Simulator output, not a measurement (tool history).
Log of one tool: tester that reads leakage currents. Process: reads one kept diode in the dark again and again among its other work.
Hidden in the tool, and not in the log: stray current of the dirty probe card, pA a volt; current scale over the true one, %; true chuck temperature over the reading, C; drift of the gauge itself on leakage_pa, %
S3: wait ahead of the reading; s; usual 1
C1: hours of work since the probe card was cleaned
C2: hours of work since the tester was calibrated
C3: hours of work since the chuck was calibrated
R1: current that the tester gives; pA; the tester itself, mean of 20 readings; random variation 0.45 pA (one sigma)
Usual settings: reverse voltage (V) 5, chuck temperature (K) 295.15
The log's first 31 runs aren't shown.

-- day=169.621 chuck's temperature calibrated
run 32 day=172.054 | reverse_voltage_(V)=13.37 chuck_temperature_(K)=313.15 S3=1.71 | C1=1239 C2=3236 C3=24 | R1=1176.14
run 33 day=178.133 | reverse_voltage_(V)=13.37 chuck_temperature_(K)=313.15 S3=1.71 | C1=1298 C2=3295 C3=82 | R1=1175.27
run 34 day=183.45 | reverse_voltage_(V)=5 chuck_temperature_(K)=327.15 S3=1 | C1=1349 C2=3346 C3=134 | R1=1821.99
run 35 day=189.962 | reverse_voltage_(V)=5 chuck_temperature_(K)=327.15 S3=1 | C1=1412 C2=3409 C3=197 | R1=1826.14
run 36 day=196.592 | reverse_voltage_(V)=1.35 chuck_temperature_(K)=329.15 S3=1.01 | C1=1476 C2=3473 C3=261 | R1=982.26
run 37 day=202.062 | reverse_voltage_(V)=3.86 chuck_temperature_(K)=329.15 S3=1.6 | C1=1529 C2=3526 C3=314 | R1=1785.56
run 38 day=210.088 | reverse_voltage_(V)=13.08 chuck_temperature_(K)=295.15 S3=0.74 | C1=1606 C2=3604 C3=391 | R1=281.88
run 39 day=214.45 | reverse_voltage_(V)=13.08 chuck_temperature_(K)=295.15 S3=0.74 | C1=1648 C2=3646 C3=433 | R1=281.76
run 40 day=219.729 | reverse_voltage_(V)=13.08 chuck_temperature_(K)=295.15 S3=0.74 | C1=1700 C2=3697 C3=484 | R1=283.2

Forecast each of these 4 alternatives for the next run:
run A day=227 | reverse_voltage_(V)=16.29 chuck_temperature_(K)=295.15 S3=1.27 | C1=1770 C2=3767 C3=555 | R1=?
run B day=227 | reverse_voltage_(V)=2.81 chuck_temperature_(K)=298.15 S3=8.77 | C1=1770 C2=3767 C3=555 | R1=?
run C day=227 | reverse_voltage_(V)=2.96 chuck_temperature_(K)=313.15 S3=1.97 | C1=1770 C2=3767 C3=555 | R1=?
run D day=227 | reverse_voltage_(V)=3.32 chuck_temperature_(K)=301.15 S3=1 | C1=1770 C2=3767 C3=555 | R1=?

run=A R1=321.42
run=B R1=139.93
run=C R1=473.34
run=D R1=197.93
Without the tool's hidden state the same runs would have given:
run=A R1=296.36
run=B R1=137.87
run=C R1=477.93
run=D R1=196.16

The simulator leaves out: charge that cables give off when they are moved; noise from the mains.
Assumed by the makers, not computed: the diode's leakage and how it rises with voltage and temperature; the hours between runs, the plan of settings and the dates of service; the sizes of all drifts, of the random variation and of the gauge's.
